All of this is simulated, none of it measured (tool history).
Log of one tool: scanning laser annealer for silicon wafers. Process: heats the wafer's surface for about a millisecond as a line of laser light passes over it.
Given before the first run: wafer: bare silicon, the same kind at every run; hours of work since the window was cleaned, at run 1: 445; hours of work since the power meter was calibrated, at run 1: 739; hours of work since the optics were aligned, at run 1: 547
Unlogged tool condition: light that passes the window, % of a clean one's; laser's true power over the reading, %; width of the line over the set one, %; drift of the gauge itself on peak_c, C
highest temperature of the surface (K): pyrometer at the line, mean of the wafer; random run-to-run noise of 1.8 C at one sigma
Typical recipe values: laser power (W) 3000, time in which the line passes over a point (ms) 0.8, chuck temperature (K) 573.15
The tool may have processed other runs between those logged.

run	hour	laser power (W)	time in which the line passes over a point (ms)	chuck temperature (K)	hours of work since the window was cleaned	hours of work since the power meter was calibrated	hours of work since the optics were aligned	highest temperature of the surface (K)
1	0	3000	0.8	573.15	445	739	547	1343.15
2	39.2	3000	0.8	573.15	464	758	566	1344.15
3	116.7	3000	0.8	573.15	501	795	603	1336.15
4	162.7	3000	0.8	573.15	524	818	626	1344.15
5	211.6	3000	0.965	573.15	548	842	650	1431.15
6	270.8	3000	0.965	573.15	576	870	678	1432.15
7	325.9	3000	0.965	573.15	603	897	705	1429.15

For run 8, what comes out?
8	402.1	3000	0.965	573.15	640	934	742	?

For run 8 the tool returned highest temperature of the surface (K) 1434.15.
Minus the tool's unlogged condition, the same run would have read highest temperature of the surface (K) 1435.15.
